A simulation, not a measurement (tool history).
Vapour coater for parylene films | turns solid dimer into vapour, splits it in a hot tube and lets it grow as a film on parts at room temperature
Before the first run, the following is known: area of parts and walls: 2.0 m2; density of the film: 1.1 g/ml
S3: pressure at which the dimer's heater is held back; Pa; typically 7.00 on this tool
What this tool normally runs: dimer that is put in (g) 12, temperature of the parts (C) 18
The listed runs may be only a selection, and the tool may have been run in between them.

Run 1, hour 0.0: usual settings. Result: thickness of the film (um) 2.49.
Run 2, hour 11.2: usual settings. Result: thickness of the film (um) 2.46.
Run 3, hour 20.2: usual settings. Result: thickness of the film (um) 2.49.
Run 4, hour 33.9: usual settings but temperature of the parts (C) 22. Result: thickness of the film (um) 2.23.
Run 5, hour 41.7: usual settings. Result: thickness of the film (um) 2.47.
Run 6, hour 50.3: usual settings. Result: thickness of the film (um) 2.47.
Run 7, hour 64.4: usual settings. Result: thickness of the film (um) 2.46.
Run 8, hour 73.7: usual settings. Result: thickness of the film (um) 2.49.
Run 9, hour 87.8: usual settings but temperature of the parts (C) 21. Result: thickness of the film (um) 2.29.
Run 10, hour 95.6: usual settings but temperature of the parts (C) 21. Result: thickness of the film (um) 2.27.
Run 11, hour 105.0: usual settings but dimer that is put in (g) 19. Result: thickness of the film (um) 3.87.
Run 12, hour 113.2: usual settings but dimer that is put in (g) 19. Result: thickness of the film (um) 3.90.
Run 13, hour 126.0: usual settings but dimer that is put in (g) 19. Result: thickness of the film (um) 3.88.
Run 14, hour 133.2: usual settings but dimer that is put in (g) 19. Result: thickness of the film (um) 3.90.
Run 15, hour 145.9: usual settings but dimer that is put in (g) 19. Result: thickness of the film (um) 3.88.
Run 16, hour 157.4: usual settings but dimer that is put in (g) 19. Result: thickness of the film (um) 3.86.
Run 17, hour 170.9: usual settings but dimer that is put in (g) 19. Result: thickness of the film (um) 3.87.
Run 18, hour 185.2: usual settings. Result: thickness of the film (um) 2.45.
Run 19, hour 202.0: usual settings. Result: thickness of the film (um) 2.43.
Run 20, hour 217.9: usual settings. Result: thickness of the film (um) 2.41.
Run 21, hour 231.7: usual settings. Result: thickness of the film (um) 2.44.
Run 22, hour 240.8: usual settings. Result: thickness of the film (um) 2.46.
Run 23, hour 257.2: usual settings. Result: thickness of the film (um) 2.41.
Run 24, hour 272.9: usual settings. Result: thickness of the film (um) 2.43.
Run 25, hour 281.1: usual settings but dimer that is put in (g) 11, temperature of the parts (C) 21, S3 6.10 Pa. Result: thickness of the film (um) 2.07.
Run 26, hour 298.0: usual settings but temperature of the parts (C) 11. Result: thickness of the film (um) 2.94.
Run 27, hour 312.4: usual settings but dimer that is put in (g) 8, S3 3.61 Pa. Result: thickness of the film (um) 1.68.
Run 28, hour 328.9: usual settings but dimer that is put in (g) 8, temperature of the parts (C) 22, S3 2.42 Pa. Result: thickness of the film (um) 1.52.
Run 29, hour 341.4: usual settings but dimer that is put in (g) 6, temperature of the parts (C) 17, S3 5.11 Pa. Result: thickness of the film (um) 1.25.
Run 30, hour 353.6: usual settings but dimer that is put in (g) 13, S3 4.22 Pa. Result: thickness of the film (um) 2.67.
Run 31, hour 360.7: usual settings but dimer that is put in (g) 13, S3 4.22 Pa. Result: thickness of the film (um) 2.70.
Run 32, hour 369.9: usual settings but dimer that is put in (g) 8, temperature of the parts (C) 12, S3 6.84 Pa. Result: thickness of the film (um) 1.88.
Run 33, hour 378.0: usual settings but dimer that is put in (g) 9, temperature of the parts (C) 10. Result: thickness of the film (um) 2.25.
Run 34, hour 391.0: usual settings but temperature of the parts (C) 28, S3 8.74 Pa. Result: thickness of the film (um) 1.80.
Run 35, hour 403.6: usual settings but temperature of the parts (C) 28, S3 8.74 Pa. Result: thickness of the film (um) 1.81.
Run 36, hour 418.0: usual settings but dimer that is put in (g) 7, temperature of the parts (C) 11, S3 8.74 Pa. Result: thickness of the film (um) 1.67.
Run 37, hour 434.7: usual settings but dimer that is put in (g) 6, temperature of the parts (C) 13, S3 2.71 Pa. Result: thickness of the film (um) 1.42.
Run 38, hour 443.2: usual settings but dimer that is put in (g) 14, temperature of the parts (C) 24, S3 8.21 Pa. Result: thickness of the film (um) 2.34.
Run 39, hour 452.9: usual settings but dimer that is put in (g) 5, S3 9.24 Pa. Result: thickness of the film (um) 1.00.
Run 40, hour 461.4: usual settings but dimer that is put in (g) 6, S3 2.55 Pa. Result: thickness of the film (um) 1.26.
Run 41, hour 475.0: usual settings but temperature of the parts (C) 19, S3 11.69 Pa. Result: thickness of the film (um) 2.26.
Run 42, hour 488.2: usual settings but temperature of the parts (C) 19, S3 11.69 Pa. Result: thickness of the film (um) 2.24.
Run 43, hour 498.2: usual settings but temperature of the parts (C) 16, S3 3.63 Pa. Result: thickness of the film (um) 2.60.
Run 44, hour 514.7: usual settings but temperature of the parts (C) 16, S3 3.63 Pa. Result: thickness of the film (um) 2.60.
Run 45, hour 529.8: usual settings but dimer that is put in (g) 7, temperature of the parts (C) 27, S3 9.18 Pa. Result: thickness of the film (um) 1.06.
Run 46, hour 537.4: usual settings but dimer that is put in (g) 7, temperature of the parts (C) 27, S3 9.18 Pa. Result: thickness of the film (um) 1.08.
Run 47, hour 551.6: usual settings but dimer that is put in (g) 6, temperature of the parts (C) 13, S3 2.14 Pa. Result: thickness of the film (um) 1.43.

Predict each of these 3 candidate next runs independently; none follows another, all start after run 47:
Run A, hour 564.5: usual settings but temperature of the parts (C) 27, S3 2.23 Pa. Result: thickness of the film (um) ?.
Run B, hour 564.5: usual settings but dimer that is put in (g) 11, S3 2.30 Pa. Result: thickness of the film (um) ?.
Run C, hour 564.5: usual settings but dimer that is put in (g) 6, temperature of the parts (C) 11, S3 10.84 Pa. Result: thickness of the film (um) ?.

run  thickness of the film (um)
  A                        1.95
  B                        2.29
  C                        1.41
Had the tool no hidden state, the same runs would have come out as:
run  thickness of the film (um)
  A                        2.07
  B                        2.43
  C                        1.49
